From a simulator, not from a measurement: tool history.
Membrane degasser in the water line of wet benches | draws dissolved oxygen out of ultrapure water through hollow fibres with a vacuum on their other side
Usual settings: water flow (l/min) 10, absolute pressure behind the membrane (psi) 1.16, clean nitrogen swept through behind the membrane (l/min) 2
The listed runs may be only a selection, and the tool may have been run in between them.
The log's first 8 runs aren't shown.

| run | hour | water flow (l/min) | absolute pressure behind the membrane (psi) | clean nitrogen swept through behind the membrane (l/min) | dissolved oxygen in the water behind the degasser (ppb) | pressure that the water loses in the fibres (psi) |
|---|---|---|---|---|---|---|
| 9 | 694.6 | 10 | 1.16 | 0.83 | 135.6 | 5.732 |
| 10 | 791.2 | 10 | 1.16 | 2 | 61.1 | 5.77 |
| 11 | 888.7 | 10 | 1.16 | 2 | 60.5 | 5.713 |
| 12 | 1007.8 | 10 | 1.16 | 2 | 60.7 | 5.694 |
| 13 | 1075 | 10 | 1.988 | 2 | 130.3 | 5.704 |
| 14 | 1160.7 | 10 | 1.16 | 2.56 | 48.2 | 5.672 |
| 15 | 1241.9 | 10 | 1.16 | 2.56 | 49 | 5.707 |
| 16 | 1339.5 | 10 | 1.16 | 2 | 60.2 | 5.726 |
| 17 | 1459 | 10 | 1.16 | 2 | 60.5 | 5.712 |
| 18 | 1586.4 | 16 | 2.104 | 2.22 | 205.9 | 9.187 |
| 19 | 1702.5 | 11 | 2.57 | 3.29 | 122 | 6.27 |
| 20 | 1786.5 | 10 | 1.16 | 1.34 | 88.2 | 5.739 |
| 21 | 1866 | 10 | 1.16 | 1.34 | 86.8 | 5.717 |
| 22 | 1962.2 | 10 | 1.16 | 1.34 | 87.8 | 5.726 |
| 23 | 2057.1 | 14 | 1.517 | 1.4 | 178.5 | 7.977 |
| 24 | 2128 | 10 | 1.14 | 4.59 | 27.2 | 5.694 |
| 25 | 2235.7 | 6 | 2.448 | 1.5 | 132.5 | 3.433 |
| 26 | 2341.4 | 8 | 1.855 | 1.45 | 127.3 | 4.611 |
|  | 2347.4 | vacuum gauge calibrated |
| 27 | 2455.6 | 10 | 0.79 | 1.37 | 41.4 | 5.69 |
| 28 | 2541.8 | 10 | 1.814 | 1.4 | 159 | 5.714 |
| 29 | 2668.5 | 9 | 1.814 | 1.4 | 144.5 | 5.175 |
| 30 | 2780 | 9 | 1.814 | 1.4 | 144.6 | 5.171 |
| 31 | 2849.8 | 12 | 1.286 | 3.19 | 57.9 | 6.825 |
| 32 | 2951.8 | 12 | 1.286 | 3.19 | 57.9 | 6.844 |

Consider 3 possible next runs. They are alternatives, not a sequence: every one starts from the tool as it was left by run 32. What does each give?
| A | 3008.7 | 7 | 1.286 | 3.19 | ? | ? |
| B | 3008.7 | 10 | 1.16 | 1.67 | ? | ? |
| C | 3008.7 | 12 | 2.077 | 4.42 | ? | ? |

| run | dissolved oxygen in the water behind the degasser (ppb) | pressure that the water loses in the fibres (psi) |
|---|---|---|
| A | 31.5 | 4.016 |
| B | 72.2 | 5.758 |
| C | 80.2 | 6.812 |
With no hidden state in the tool, these same runs would have given:
| run | dissolved oxygen in the water behind the degasser (ppb) | pressure that the water loses in the fibres (psi) |
|---|---|---|
| A | 31.4 | 4.012 |
| B | 72.1 | 5.751 |
| C | 80.1 | 6.804 |

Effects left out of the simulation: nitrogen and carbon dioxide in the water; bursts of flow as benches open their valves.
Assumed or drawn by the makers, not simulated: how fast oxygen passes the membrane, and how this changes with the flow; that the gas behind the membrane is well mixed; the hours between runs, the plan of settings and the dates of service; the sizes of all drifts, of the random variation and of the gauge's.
